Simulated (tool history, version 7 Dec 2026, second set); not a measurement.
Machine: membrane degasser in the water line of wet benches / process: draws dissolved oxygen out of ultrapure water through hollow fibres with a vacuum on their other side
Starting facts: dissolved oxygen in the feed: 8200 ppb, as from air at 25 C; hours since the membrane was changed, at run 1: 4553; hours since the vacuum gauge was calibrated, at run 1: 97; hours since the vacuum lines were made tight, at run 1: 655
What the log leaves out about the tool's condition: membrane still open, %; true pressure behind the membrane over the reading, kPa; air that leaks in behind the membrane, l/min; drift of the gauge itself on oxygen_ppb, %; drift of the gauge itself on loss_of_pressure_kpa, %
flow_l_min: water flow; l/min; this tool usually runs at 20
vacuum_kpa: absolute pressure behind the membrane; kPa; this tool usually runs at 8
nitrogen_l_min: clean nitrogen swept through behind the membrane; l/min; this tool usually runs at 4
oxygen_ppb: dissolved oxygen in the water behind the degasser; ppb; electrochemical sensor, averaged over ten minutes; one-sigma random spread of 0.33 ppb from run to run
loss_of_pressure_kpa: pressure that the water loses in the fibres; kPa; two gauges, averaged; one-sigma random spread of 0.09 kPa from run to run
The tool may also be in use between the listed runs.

run,day,flow_l_min,vacuum_kpa,nitrogen_l_min,hours since the membrane was changed,hours since the vacuum gauge was calibrated,hours since the vacuum lines were made tight,oxygen_ppb,loss_of_pressure_kpa
1,0,20,8,4,4553,97,655,75.1,37.07
2,14.333,20,8,4,4897,441,999,75.4,36.8
3,21.683,20,8,4,5073,618,1175,76.1,37.13
4,35.5,20,8,4,5405,949,1507,76.8,36.99
5,44.5,20,8,4,5621,1165,1723,77.2,37.37
6,55.808,20,8,4,5892,1437,1994,77.8,37.37
7,62.967,20,8,4,6064,1608,2166,78.3,37.27
8,70.596,20,8,4,6247,1792,2349,77.5,37.44
9,83.554,24,8,4,6558,2103,2660,108.5,44.84
10,93.796,15,8,11.37,6804,2348,2906,21,28.16
11,102.3,26,18.18,11.37,7008,2552,3110,137.9,48.74
12,115.417,26,18.18,11.37,7323,2867,3425,137,48.88
13,129.208,26,8.16,11.37,7654,3198,3756,81.6,48.97
# day 141.492: vacuum gauge calibrated
14,141.492,26,8.16,11.37,7948,0,4050,81.9,49.02
15,152.904,19,6.65,1.6,8222,274,4324,113.8,36.02
16,163.608,16,10.94,1.6,8479,531,4581,195.8,30.43
17,171.004,23,8,4,8656,708,4758,103.5,43.66

Subtracting, for every run, the result it would have given without the tool's unlogged condition from the measured result gives the following. The same run-to-run variation enters both numbers; the gauge's scatter may not:
run,oxygen_ppb,loss_of_pressure_kpa
1,+3.4,+1.17
2,+4,+1.24
3,+4.3,+1.29
4,+4.8,+1.37
5,+5.2,+1.42
6,+5.6,+1.49
7,+6,+1.52
8,+6.2,+1.57
9,+10.6,+1.98
10,+2.3,+1.29
11,+13.9,+2.3
12,+14.5,+2.4
13,+14,+2.51
14,+14,+2.62
15,+8.2,+1.99
16,+10.9,+1.72
17,+12.7,+2.52

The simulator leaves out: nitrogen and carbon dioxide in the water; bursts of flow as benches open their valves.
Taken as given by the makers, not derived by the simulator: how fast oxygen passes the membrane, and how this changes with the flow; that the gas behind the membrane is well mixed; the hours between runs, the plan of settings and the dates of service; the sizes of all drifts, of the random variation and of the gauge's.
